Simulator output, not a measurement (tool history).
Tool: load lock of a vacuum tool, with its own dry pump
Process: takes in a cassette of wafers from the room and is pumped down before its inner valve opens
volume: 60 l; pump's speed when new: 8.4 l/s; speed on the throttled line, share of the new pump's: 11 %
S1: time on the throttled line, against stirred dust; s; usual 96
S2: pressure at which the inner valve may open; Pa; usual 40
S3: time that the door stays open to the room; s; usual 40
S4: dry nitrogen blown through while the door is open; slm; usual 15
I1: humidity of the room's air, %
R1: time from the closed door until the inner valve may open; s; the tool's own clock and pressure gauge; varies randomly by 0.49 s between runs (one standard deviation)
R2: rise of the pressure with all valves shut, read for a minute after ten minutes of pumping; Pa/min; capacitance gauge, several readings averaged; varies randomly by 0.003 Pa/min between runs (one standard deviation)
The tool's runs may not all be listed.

Run 1, hour 0.0: usual settings; I1 47.5. Result: R1 141.8 s, R2 0.040 Pa/min.
Run 2, hour 386.3: usual settings but S4 26 slm; I1 46.7. Result: R1 142.2 s, R2 0.032 Pa/min.
Run 3, hour 739.0: usual settings; I1 43.6. Result: R1 141.5 s, R2 0.038 Pa/min.
Run 4, hour 948.4: usual settings; I1 45.7. Result: R1 141.7 s, R2 0.045 Pa/min.
Run 5, hour 1338.0: usual settings; I1 43.2. Result: R1 141.5 s, R2 0.032 Pa/min.
Run 6, hour 1664.9: usual settings; I1 48.2. Result: R1 142.2 s, R2 0.036 Pa/min.
Run 7, hour 2069.8: usual settings; I1 42.0. Result: R1 142.6 s, R2 0.031 Pa/min.
Run 8, hour 2274.3: usual settings; I1 42.1. Result: R1 141.3 s, R2 0.036 Pa/min.
Run 9, hour 2591.0: usual settings but S3 32 s; I1 44.5. Result: R1 141.7 s, R2 0.029 Pa/min.
Run 10, hour 2987.4: usual settings but S3 32 s; I1 41.4. Result: R1 141.2 s, R2 0.033 Pa/min.
Run 11, hour 3390.3: usual settings but S3 32 s, S4 33 slm; I1 44.7. Result: R1 141.0 s, R2 0.025 Pa/min.
Run 12, hour 3647.3: usual settings but S3 32 s, S4 33 slm; I1 48.3. Result: R1 143.0 s, R2 0.031 Pa/min.
Run 13, hour 3929.4: usual settings but S3 32 s, S4 33 slm; I1 45.6. Result: R1 141.5 s, R2 0.027 Pa/min.
Run 14, hour 4150.5: usual settings but S3 53 s; I1 43.1. Result: R1 142.2 s, R2 0.040 Pa/min.
Run 15, hour 4501.9: usual settings but S2 34 Pa, S3 53 s; I1 45.5. Result: R1 142.7 s, R2 0.045 Pa/min.
Run 16, hour 4865.6: usual settings but S2 34 Pa, S3 53 s; I1 44.3. Result: R1 143.7 s, R2 0.041 Pa/min.
Run 17, hour 5112.2: usual settings but S2 34 Pa, S3 53 s; I1 45.2. Result: R1 143.0 s, R2 0.044 Pa/min.
Run 18, hour 5300.7: usual settings but S2 34 Pa, S3 53 s; I1 44.7. Result: R1 143.4 s, R2 0.045 Pa/min.
Run 19, hour 5626.2: usual settings but S1 150 s, S4 30 slm; I1 43.4. Result: R1 189.5 s, R2 0.021 Pa/min.
Run 20, hour 5798.8: usual settings but S2 52 Pa; I1 47.6. Result: R1 140.0 s, R2 0.038 Pa/min.
Run 21, hour 6157.6: usual settings but S1 81 s, S2 48 Pa, S3 42 s, S4 5 slm; I1 42.6. Result: R1 126.9 s, R2 0.049 Pa/min.
Run 22, hour 6374.3: usual settings but S2 56 Pa, S4 5 slm; I1 41.7. Result: R1 139.6 s, R2 0.049 Pa/min.
Run 23, hour 6545.0: usual settings but S2 56 Pa, S4 5 slm; I1 43.1. Result: R1 139.3 s, R2 0.050 Pa/min.
Run 24, hour 6839.5: usual settings but S2 56 Pa, S4 5 slm; I1 46.5. Result: R1 139.2 s, R2 0.049 Pa/min.
Run 25, hour 7083.8: usual settings but S2 56 Pa, S3 72 s, S4 11 slm; I1 45.7. Result: R1 139.7 s, R2 0.063 Pa/min.
Run 26, hour 7396.7: usual settings but S1 60 s, S2 65 Pa, S4 26 slm; I1 45.6. Result: R1 106.1 s, R2 0.031 Pa/min.
Run 27, hour 7718.6: usual settings but S1 60 s, S2 72 Pa, S3 64 s, S4 6 slm; I1 44.7. Result: R1 105.1 s, R2 0.065 Pa/min.
Run 28, hour 8034.6: usual settings but S3 45 s; I1 47.8. Result: R1 141.1 s, R2 0.043 Pa/min.
Run 29, hour 8263.3: usual settings but S3 142 s, S4 20 slm; I1 45.9. Result: R1 141.5 s, R2 0.082 Pa/min.
Run 30, hour 8610.4: usual settings but S3 142 s, S4 20 slm; I1 43.9. Result: R1 141.8 s, R2 0.074 Pa/min.
Run 31, hour 8885.0: usual settings but S1 64 s, S2 63 Pa, S3 25 s, S4 5 slm; I1 46.1. Result: R1 110.0 s, R2 0.036 Pa/min.
Run 32, hour 9232.2: usual settings but S1 104 s, S2 56 Pa, S3 47 s, S4 7 slm; I1 46.7. Result: R1 147.3 s, R2 0.057 Pa/min.
Run 33, hour 9400.0: usual settings but S2 42 Pa; I1 42.5. Result: R1 141.6 s, R2 0.029 Pa/min.
Run 34, hour 9759.5: usual settings but S2 51 Pa; I1 42.4. Result: R1 139.7 s, R2 0.038 Pa/min.
Run 35, hour 10017.5: usual settings but S2 41 Pa, S3 229 s; I1 43.6. Result: R1 141.5 s, R2 0.114 Pa/min.

Removed from this log: 3 entries logged between the listed runs. Between which two listed runs does each belong, and how does the tool's hidden state at the listed run before it compare with that at the listed run after it?
From run 5 to run 6: door's seal changed, seat wiped (hour 1488.2)
  leak at the door's seal, Pa l/s: 0.0031 -> 0.002
From run 18 to run 19: dry pump taken out, an overhauled one fitted (hour 5365.9)
  no hidden state differs between the two runs
From run 32 to run 33: door's seal changed, seat wiped (hour 9394.4)
  leak at the door's seal, Pa l/s: 0.0029 -> 0.002

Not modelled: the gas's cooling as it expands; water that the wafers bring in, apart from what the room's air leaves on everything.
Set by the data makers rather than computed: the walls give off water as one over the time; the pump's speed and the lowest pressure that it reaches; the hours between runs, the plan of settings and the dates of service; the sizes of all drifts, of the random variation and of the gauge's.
